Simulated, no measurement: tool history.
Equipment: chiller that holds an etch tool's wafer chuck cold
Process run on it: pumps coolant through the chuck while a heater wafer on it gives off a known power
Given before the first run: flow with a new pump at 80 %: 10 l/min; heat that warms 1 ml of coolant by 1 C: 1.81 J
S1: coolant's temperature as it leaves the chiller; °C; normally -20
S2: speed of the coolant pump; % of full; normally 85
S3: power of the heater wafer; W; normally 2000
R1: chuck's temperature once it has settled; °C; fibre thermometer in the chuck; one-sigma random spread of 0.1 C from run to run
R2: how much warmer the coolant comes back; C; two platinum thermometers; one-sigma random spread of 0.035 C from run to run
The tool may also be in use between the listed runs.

{"run": 1, "hour": 0.0, "S1": -20, "S2": 85, "S3": 2000, "R1": -3.4, "R2": 6.52}
{"run": 2, "hour": 123.6, "S1": -20, "S2": 85, "S3": 2000, "R1": -3.4, "R2": 6.62}
{"run": 3, "hour": 271.4, "S1": -20, "S2": 64, "S3": 2000, "R1": 1.6, "R2": 8.95}
{"run": 4, "hour": 365.3, "S1": -20, "S2": 85, "S3": 2000, "R1": -3.1, "R2": 6.57}
{"run": 5, "hour": 510.2, "S1": -20, "S2": 72, "S3": 2000, "R1": -0.4, "R2": 7.88}
{"run": 6, "hour": 720.3, "S1": -20, "S2": 72, "S3": 2000, "R1": -0.4, "R2": 7.9}
{"run": 7, "hour": 868.5, "S1": -20, "S2": 72, "S3": 2000, "R1": 0, "R2": 8.05}
{"run": 8, "hour": 1035.4, "S1": -20, "S2": 72, "S3": 2000, "R1": 0, "R2": 7.94}
{"run": 9, "hour": 1152.7, "S1": -20, "S2": 64, "S3": 2000, "R1": 2.2, "R2": 9.03}
{"run": 10, "hour": 1309.7, "S1": -20, "S2": 64, "S3": 2000, "R1": 2.4, "R2": 9.16}
{"run": 11, "hour": 1417.0, "S1": -20, "S2": 85, "S3": 1076, "R1": -10.4, "R2": 3.62}
{"run": 12, "hour": 1636.9, "S1": -20, "S2": 85, "S3": 1076, "R1": -10.1, "R2": 3.64}
{"run": 13, "hour": 1848.8, "S1": -20, "S2": 85, "S3": 1076, "R1": -10.3, "R2": 3.67}
{"run": 14, "hour": 2022.5, "S1": -20, "S2": 85, "S3": 1581, "R1": -5.5, "R2": 5.34}
{"hour": 2138.0, "done": "coolant changed, channels flushed"}
{"run": 15, "hour": 2216.2, "S1": -20, "S2": 85, "S3": 1581, "R1": -6.9, "R2": 5.36}

Run 16 comes next. What will it give?
{"hour": 2305.3, "done": "chiller's thermometer calibrated"}
{"run": 16, "hour": 2409.9, "S1": -20, "S2": 80, "S3": 1581, "R1": "?", "R2": "?"}

{"run 16": {"R1": -6.7, "R2": 5.8}}
With the hidden condition absent and the run-to-run variation left alone, this run would have shown R1 -7.8 °C, R2 5.27 C.

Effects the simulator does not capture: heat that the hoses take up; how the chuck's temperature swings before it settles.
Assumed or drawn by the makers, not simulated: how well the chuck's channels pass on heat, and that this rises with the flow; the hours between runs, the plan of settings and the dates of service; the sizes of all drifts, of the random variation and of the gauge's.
